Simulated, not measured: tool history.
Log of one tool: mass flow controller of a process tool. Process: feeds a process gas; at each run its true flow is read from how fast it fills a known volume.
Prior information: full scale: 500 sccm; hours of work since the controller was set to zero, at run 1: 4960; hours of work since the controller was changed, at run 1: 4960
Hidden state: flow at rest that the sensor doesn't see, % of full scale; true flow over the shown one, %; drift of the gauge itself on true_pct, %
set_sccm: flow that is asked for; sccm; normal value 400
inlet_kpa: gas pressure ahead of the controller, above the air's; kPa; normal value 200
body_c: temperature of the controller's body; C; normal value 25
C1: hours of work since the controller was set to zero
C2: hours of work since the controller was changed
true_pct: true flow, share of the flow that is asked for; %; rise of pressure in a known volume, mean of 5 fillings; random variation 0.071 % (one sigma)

run 1 hour=0.0 | set_sccm=400 inlet_kpa=200 body_c=25 | C1=4960 C2=4960 | true_pct=97.57
run 2 hour=231.6 | set_sccm=400 inlet_kpa=200 body_c=25 | C1=5099 C2=5099 | true_pct=97.47
run 3 hour=483.7 | set_sccm=400 inlet_kpa=200 body_c=25 | C1=5251 C2=5251 | true_pct=97.47
run 4 hour=647.8 | set_sccm=400 inlet_kpa=200 body_c=25 | C1=5350 C2=5350 | true_pct=97.26
run 5 hour=781.6 | set_sccm=400 inlet_kpa=200 body_c=25 | C1=5430 C2=5430 | true_pct=97.27
run 6 hour=985.8 | set_sccm=400 inlet_kpa=200 body_c=25 | C1=5553 C2=5553 | true_pct=97.27
run 7 hour=1284.5 | set_sccm=400 inlet_kpa=200 body_c=25 | C1=5733 C2=5733 | true_pct=97.35
run 8 hour=1496.3 | set_sccm=400 inlet_kpa=200 body_c=25 | C1=5861 C2=5861 | true_pct=97.15
run 9 hour=1722.9 | set_sccm=400 inlet_kpa=200 body_c=25 | C1=5997 C2=5997 | true_pct=97.10
run 10 hour=1865.5 | set_sccm=400 inlet_kpa=200 body_c=25 | C1=6083 C2=6083 | true_pct=97.22
run 11 hour=2135.3 | set_sccm=400 inlet_kpa=200 body_c=39 | C1=6246 C2=6246 | true_pct=95.64
run 12 hour=2414.8 | set_sccm=400 inlet_kpa=200 body_c=39 | C1=6414 C2=6414 | true_pct=95.62
run 13 hour=2689.3 | set_sccm=400 inlet_kpa=200 body_c=39 | C1=6580 C2=6580 | true_pct=95.44
run 14 hour=2899.9 | set_sccm=400 inlet_kpa=200 body_c=25 | C1=6706 C2=6706 | true_pct=96.79
run 15 hour=3048.0 | set_sccm=400 inlet_kpa=200 body_c=39 | C1=6796 C2=6796 | true_pct=95.29
run 16 hour=3227.9 | set_sccm=400 inlet_kpa=200 body_c=35 | C1=6904 C2=6904 | true_pct=95.87
run 17 hour=3475.9 | set_sccm=400 inlet_kpa=200 body_c=35 | C1=7053 C2=7053 | true_pct=95.59
run 18 hour=3661.7 | set_sccm=400 inlet_kpa=200 body_c=38 | C1=7165 C2=7165 | true_pct=95.28
run 19 hour=3941.2 | set_sccm=400 inlet_kpa=200 body_c=38 | C1=7334 C2=7334 | true_pct=95.30
-- hour=4039.5 controller's zero set anew
run 20 hour=4122.9 | set_sccm=400 inlet_kpa=200 body_c=38 | C1=50 C2=7443 | true_pct=96.39
run 21 hour=4282.5 | set_sccm=326 inlet_kpa=200 body_c=25 | C1=146 C2=7539 | true_pct=97.60
run 22 hour=4418.3 | set_sccm=187 inlet_kpa=189 body_c=27 | C1=228 C2=7621 | true_pct=97.06
run 23 hour=4571.9 | set_sccm=400 inlet_kpa=200 body_c=26 | C1=321 C2=7713 | true_pct=97.48
run 24 hour=4848.0 | set_sccm=64 inlet_kpa=205 body_c=22 | C1=487 C2=7879 | true_pct=96.67
run 25 hour=5129.8 | set_sccm=400 inlet_kpa=170 body_c=25 | C1=657 C2=8049 | true_pct=97.60
run 26 hour=5428.4 | set_sccm=58 inlet_kpa=241 body_c=28 | C1=837 C2=8229 | true_pct=95.39
run 27 hour=5691.7 | set_sccm=99 inlet_kpa=219 body_c=25 | C1=995 C2=8388 | true_pct=96.16
run 28 hour=5906.8 | set_sccm=64 inlet_kpa=161 body_c=25 | C1=1125 C2=8517 | true_pct=95.83
run 29 hour=6138.8 | set_sccm=64 inlet_kpa=161 body_c=25 | C1=1264 C2=8657 | true_pct=95.66
run 30 hour=6343.1 | set_sccm=64 inlet_kpa=161 body_c=25 | C1=1387 C2=8780 | true_pct=95.49
run 31 hour=6562.4 | set_sccm=400 inlet_kpa=200 body_c=38 | C1=1520 C2=8912 | true_pct=95.88
run 32 hour=6748.3 | set_sccm=400 inlet_kpa=200 body_c=38 | C1=1632 C2=9024 | true_pct=95.82
run 33 hour=6924.9 | set_sccm=450 inlet_kpa=204 body_c=25 | C1=1738 C2=9130 | true_pct=97.01
run 34 hour=7072.4 | set_sccm=400 inlet_kpa=220 body_c=22 | C1=1827 C2=9219 | true_pct=97.09
run 35 hour=7284.9 | set_sccm=73 inlet_kpa=220 body_c=30 | C1=1955 C2=9347 | true_pct=94.25
run 36 hour=7407.7 | set_sccm=357 inlet_kpa=152 body_c=38 | C1=2029 C2=9421 | true_pct=95.79
run 37 hour=7560.3 | set_sccm=222 inlet_kpa=152 body_c=28 | C1=2121 C2=9513 | true_pct=95.97
run 38 hour=7783.2 | set_sccm=222 inlet_kpa=152 body_c=22 | C1=2255 C2=9647 | true_pct=96.58
run 39 hour=7941.4 | set_sccm=55 inlet_kpa=227 body_c=25 | C1=2350 C2=9743 | true_pct=93.54
run 40 hour=8194.2 | set_sccm=166 inlet_kpa=154 body_c=36 | C1=2502 C2=9895 | true_pct=94.71
run 41 hour=8369.2 | set_sccm=166 inlet_kpa=154 body_c=36 | C1=2608 C2=10000 | true_pct=94.73

Hidden state at the last listed run before each entry between runs and at the first one after, where it differs:
In the gap between runs 19 and 20: controller's zero set anew (hour 4039.5)
  flow at rest that the sensor doesn't see, % of full scale: -1.011 -> -0.014; true flow over the shown one, %: -2.04 -> -2.07
  measured value less the no-hidden-state value, true_pct: -3.31 -> -2.08 %
